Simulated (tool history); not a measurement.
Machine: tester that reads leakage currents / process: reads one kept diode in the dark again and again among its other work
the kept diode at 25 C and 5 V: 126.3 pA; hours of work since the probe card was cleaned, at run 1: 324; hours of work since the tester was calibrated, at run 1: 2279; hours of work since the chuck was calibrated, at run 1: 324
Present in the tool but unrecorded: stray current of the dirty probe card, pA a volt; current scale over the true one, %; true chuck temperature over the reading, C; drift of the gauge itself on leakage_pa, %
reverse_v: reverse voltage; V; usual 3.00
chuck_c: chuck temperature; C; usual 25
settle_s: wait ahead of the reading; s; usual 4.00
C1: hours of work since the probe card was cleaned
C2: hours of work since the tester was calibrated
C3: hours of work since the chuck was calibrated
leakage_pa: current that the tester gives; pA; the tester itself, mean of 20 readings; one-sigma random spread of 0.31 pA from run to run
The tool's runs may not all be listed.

run 1 hour=0.0 | reverse_v=3.00 chuck_c=25 settle_s=4.00 | C1=324 C2=2279 C3=324 | leakage_pa=106.50
run 2 hour=84.1 | reverse_v=3.00 chuck_c=25 settle_s=1.79 | C1=377 C2=2333 C3=377 | leakage_pa=106.56
run 3 hour=219.4 | reverse_v=3.00 chuck_c=25 settle_s=1.79 | C1=464 C2=2420 C3=464 | leakage_pa=106.72
run 4 hour=299.3 | reverse_v=14.20 chuck_c=25 settle_s=4.00 | C1=516 C2=2471 C3=516 | leakage_pa=222.03
-- hour=358.7 tester calibrated
run 5 hour=466.7 | reverse_v=14.20 chuck_c=25 settle_s=4.00 | C1=622 C2=69 C3=622 | leakage_pa=220.42
run 6 hour=559.8 | reverse_v=3.00 chuck_c=41 settle_s=4.00 | C1=681 C2=129 C3=681 | leakage_pa=343.31
run 7 hour=643.4 | reverse_v=3.00 chuck_c=41 settle_s=4.00 | C1=735 C2=183 C3=735 | leakage_pa=345.39
run 8 hour=736.4 | reverse_v=3.00 chuck_c=41 settle_s=4.00 | C1=795 C2=242 C3=795 | leakage_pa=347.19
run 9 hour=894.6 | reverse_v=2.58 chuck_c=41 settle_s=0.52 | C1=896 C2=344 C3=896 | leakage_pa=325.97
run 10 hour=1061.5 | reverse_v=2.58 chuck_c=41 settle_s=0.52 | C1=1003 C2=451 C3=1003 | leakage_pa=327.34
run 11 hour=1175.9 | reverse_v=8.33 chuck_c=25 settle_s=7.53 | C1=1077 C2=524 C3=1077 | leakage_pa=181.06

Consider 4 possible next runs. They are alternatives, not a sequence: every one starts from the tool as it was left by run 11. What does each give?
run A hour=1252.7 | reverse_v=6.93 chuck_c=38 settle_s=0.81 | C1=1126 C2=574 C3=1126 | leakage_pa=?
run B hour=1252.7 | reverse_v=8.33 chuck_c=25 settle_s=0.57 | C1=1126 C2=574 C3=1126 | leakage_pa=?
run C hour=1252.7 | reverse_v=2.09 chuck_c=37 settle_s=0.76 | C1=1126 C2=574 C3=1126 | leakage_pa=?
run D hour=1252.7 | reverse_v=8.33 chuck_c=55 settle_s=7.53 | C1=1126 C2=574 C3=1126 | leakage_pa=?

run=A leakage_pa=419.32
run=B leakage_pa=183.35
run=C leakage_pa=225.56
run=D leakage_pa=1402.17
The same runs, with their run-to-run variation unchanged, on a tool lacking any hidden condition would have given:
run=A leakage_pa=390.92
run=B leakage_pa=158.60
run=C leakage_pa=214.03
run=D leakage_pa=1344.64
